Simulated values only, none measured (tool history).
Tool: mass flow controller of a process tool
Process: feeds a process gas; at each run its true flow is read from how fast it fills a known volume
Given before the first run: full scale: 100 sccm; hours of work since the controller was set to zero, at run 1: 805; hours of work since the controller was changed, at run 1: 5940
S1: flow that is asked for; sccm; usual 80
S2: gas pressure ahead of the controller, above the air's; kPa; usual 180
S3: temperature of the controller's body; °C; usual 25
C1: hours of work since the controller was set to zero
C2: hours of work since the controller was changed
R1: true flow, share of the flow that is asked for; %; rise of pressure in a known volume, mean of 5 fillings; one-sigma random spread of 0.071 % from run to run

run,day,S1,S2,S3,C1,C2,R1
1,0.000,80,180,25,805,5940,97.58
2,13.750,80,180,25,1015,6150,97.56
3,27.312,80,180,25,1222,6357,97.27
4,34.562,80,180,25,1333,6468,97.20
5,43.979,80,180,25,1476,6612,97.23
6,59.429,80,180,25,1712,6848,97.21
7,75.979,80,180,25,1965,7101,96.98
8,83.492,23,180,25,2080,7215,95.92
9,96.192,38,180,25,2274,7409,96.21
10,112.546,11,180,25,2524,7659,94.21
11,120.858,80,218,25,2651,7786,96.97
12,130.342,80,218,25,2795,7931,96.99
13,137.954,80,218,25,2912,8047,97.02
14,154.412,80,218,25,3163,8299,96.91
15,163.562,80,218,25,3303,8438,96.76
16,174.346,80,218,25,3467,8603,96.63
17,182.529,80,169,25,3592,8728,96.41
18,198.117,80,169,25,3830,8966,96.23
19,211.088,80,180,25,4028,9164,96.15
20,227.754,80,180,25,4283,9419,95.96
21,240.800,80,180,25,4482,9618,95.76
22,256.325,80,180,25,4719,9855,95.73
# day 262.762: controller's zero set anew
23,266.254,21,180,25,53,10006,95.86
24,281.988,21,180,25,294,10247,95.83
25,297.875,21,180,25,536,10489,95.50
26,305.742,35,180,24,656,10609,95.81
27,322.696,20,180,25,915,10868,95.13
28,333.367,80,156,36,1078,11031,94.93
29,341.029,22,180,21,1195,11148,95.35
30,352.317,22,180,21,1368,11321,95.20
31,360.521,13,177,24,1493,11446,94.11
32,373.888,89,180,39,1697,11650,94.54
33,387.754,55,149,25,1909,11862,94.97
34,400.808,67,187,21,2108,12061,95.72
35,414.450,21,224,28,2317,12270,94.19
36,423.667,21,224,28,2457,12410,94.08
37,432.279,21,224,20,2589,12542,94.51
38,441.717,14,263,36,2733,12686,92.56
39,449.112,20,263,35,2846,12799,93.35
40,460.804,20,149,27,3025,12978,92.82
41,476.850,20,149,27,3270,13223,92.80

What does the tool deliver on the next run?
42,489.679,17,231,20,3466,13419,?

{"run 42": {"R1": 93.32}}
On a tool with no hidden condition, and with the same random variation, this run would have come out at R1 100.07 %.

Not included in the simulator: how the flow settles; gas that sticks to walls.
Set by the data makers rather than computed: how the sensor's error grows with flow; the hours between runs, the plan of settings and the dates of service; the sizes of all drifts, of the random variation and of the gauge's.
